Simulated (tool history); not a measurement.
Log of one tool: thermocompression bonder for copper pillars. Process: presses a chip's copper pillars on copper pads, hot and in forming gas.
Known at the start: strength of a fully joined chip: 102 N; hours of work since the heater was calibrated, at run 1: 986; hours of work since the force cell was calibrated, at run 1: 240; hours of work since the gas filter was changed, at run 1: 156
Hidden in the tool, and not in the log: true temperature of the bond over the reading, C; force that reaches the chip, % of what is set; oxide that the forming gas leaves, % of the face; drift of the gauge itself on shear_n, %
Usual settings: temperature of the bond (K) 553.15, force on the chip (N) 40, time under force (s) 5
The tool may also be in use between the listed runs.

run   hour  temperature of the bond (K)  force on the chip (N)  time under force (s)  hours of work since the heater was calibrated  hours of work since the force cell was calibrated  hours of work since the gas filter was changed  force that shears a chip off (N)
  1      0                       553.15                     40                     5                                            986                                                240                                             156                                76
  2   13.2                       553.15                     40                     5                                            993                                                247                                             162                              75.5
  3   34.2                       553.15                     40                     5                                           1003                                                257                                             173                              75.5
  4   46.7                       553.15                     40                    14                                           1009                                                263                                             179                              90.6
  5   68.7                       553.15                     40                    14                                           1020                                                274                                             190                              91.3
  6   85.1                       553.15                     40                    14                                           1028                                                282                                             198                              91.2
  7  109.7                       553.15                     40                    14                                           1040                                                294                                             210                              90.8
     126.9  -- heater calibrated with a thermocouple chip
  8  131.9                       553.15                     52                    14                                              2                                                304                                             220                                97
  9  150.9                       535.15                     52                    14                                             12                                                314                                             229                              91.4
 10  167.1                       553.15                     40                    13                                             20                                                322                                             237                              90.2
 11  189.3                       553.15                     40                    13                                             31                                                333                                             248                              89.5
 12  213.7                       553.15                     40                    13                                             43                                                345                                             260                              90.1
 13  234.3                       553.15                     40                    13                                             53                                                355                                             270                              90.3
 14  254.6                       553.15                     40                    13                                             63                                                365                                             280                              90.7
 15  273.3                       553.15                     40                     4                                             72                                                374                                             290                              71.2
 16    290                       553.15                     40                     4                                             80                                                382                                             298                              71.4
 17    310                       553.15                     40                     4                                             90                                                392                                             308                              71.4
       321  -- forming gas filter changed
 18  321.4                       553.15                     40                     4                                             95                                                397                                               0                              71.4
 19  335.8                       553.15                     40                     6                                            103                                                404                                               7                                79
 20  353.9                       546.15                     31                     3                                            112                                                413                                              16                              51.3
 21  369.5                       546.15                     31                     3                                            119                                                421                                              24                              51.3
 22  394.1                       546.15                     31                     3                                            131                                                433                                              36                              51.5
 23  405.3                       546.15                     56                     9                                            137                                                439                                              41                              92.4
 24  424.7                       553.15                     40                     7                                            146                                                448                                              51                              81.5
 25  443.7                       553.15                     40                     7                                            156                                                458                                              60                              81.4
 26  466.3                       553.15                     40                     7                                            167                                                469                                              72                                81
 27  479.2                       553.15                     40                     7                                            173                                                475                                              78                              81.4
 28  504.2                       553.15                     40                     7                                            186                                                487                                              90                              81.5
 29    521                       568.15                     40                     5                                            194                                                496                                              98                              83.2
 30  544.7                       573.15                     36                     3                                            205                                                507                                             110                              72.6
 31  559.9                       573.15                     36                     3                                            213                                                515                                             118                              72.7
 32  581.3                       535.15                     24                    10                                            224                                                525                                             128                              55.7
 33  599.6                       535.15                     24                    10                                            232                                                534                                             137                              55.5
 34  610.6                       544.15                     38                     5                                            238                                                540                                             143                              68.4
 35  624.9                       544.15                     38                     5                                            245                                                547                                             150                              68.6
 36  637.9                       571.15                     40                    11                                            251                                                553                                             156                              93.9
 37  649.2                       571.15                     40                    12                                            257                                                559                                             162                              94.7

How the hidden state differs across the entries between the runs, from the last listed run before each to the first after it:
Between runs 7 and 8: heater calibrated with a thermocouple chip (hour 126.9)
  true temperature of the bond over the reading, C: 0.2 -> 0; oxide that the forming gas leaves, % of the face: 0.6 -> 0.61
Between runs 17 and 18: forming gas filter changed (hour 321)
  oxide that the forming gas leaves, % of the face: 0.65 -> 0.5
